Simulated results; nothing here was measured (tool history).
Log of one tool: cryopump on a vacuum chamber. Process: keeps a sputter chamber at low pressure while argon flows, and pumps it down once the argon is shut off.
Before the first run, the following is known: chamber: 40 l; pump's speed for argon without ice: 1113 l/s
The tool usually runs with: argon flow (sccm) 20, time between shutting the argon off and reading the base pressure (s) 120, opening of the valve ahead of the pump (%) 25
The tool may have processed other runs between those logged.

run,hour,argon flow (sccm),time between shutting the argon off and reading the base pressure (s),opening of the valve ahead of the pump (%),pressure while argon flows (Pa),pressure after the wait (uPa)
1,0.0,20,120,25,0.1234,1.65
2,28.7,20,120,25,0.1226,1.64
3,57.9,20,120,48,0.0650,1.71
4,82.5,20,120,48,0.0651,1.70
5,106.2,20,120,48,0.0662,1.74
6,134.1,20,120,48,0.0651,1.79
7,153.7,20,120,48,0.0648,1.64
8,174.9,20,120,48,0.0652,1.76
9,191.6,20,32,25,0.1227,4.36
10,209.0,20,32,25,0.1245,4.33
11,239.4,20,66,25,0.1240,2.57
12,270.0,20,66,25,0.1251,2.55
13,286.1,20,66,25,0.1255,2.59
14,308.7,20,66,25,0.1231,2.53
15,339.1,20,66,25,0.1253,2.60
16,358.0,20,66,25,0.1245,2.58
17,380.5,38,120,25,0.2358,1.89
18,396.5,10,59,29,0.0530,2.83
19,420.7,37,48,50,0.1181,3.24
20,443.2,8,68,47,0.0272,2.53
21,470.0,8,68,47,0.0283,2.56
22,500.5,12,150,18,0.1036,1.68
23,531.0,31,120,39,0.1263,1.89
24,547.7,13,112,25,0.0804,2.01
25,564.1,28,73,29,0.1524,2.51

Run 26 has not been measured yet. What should we expect?
26,581.4,25,122,24,?,?

Run 26 came out at pressure while argon flows (Pa) 0.1628, pressure after the wait (uPa) 1.92.
Without the tool's hidden state the same run would have given pressure while argon flows (Pa) 0.1578, pressure after the wait (uPa) 1.20.
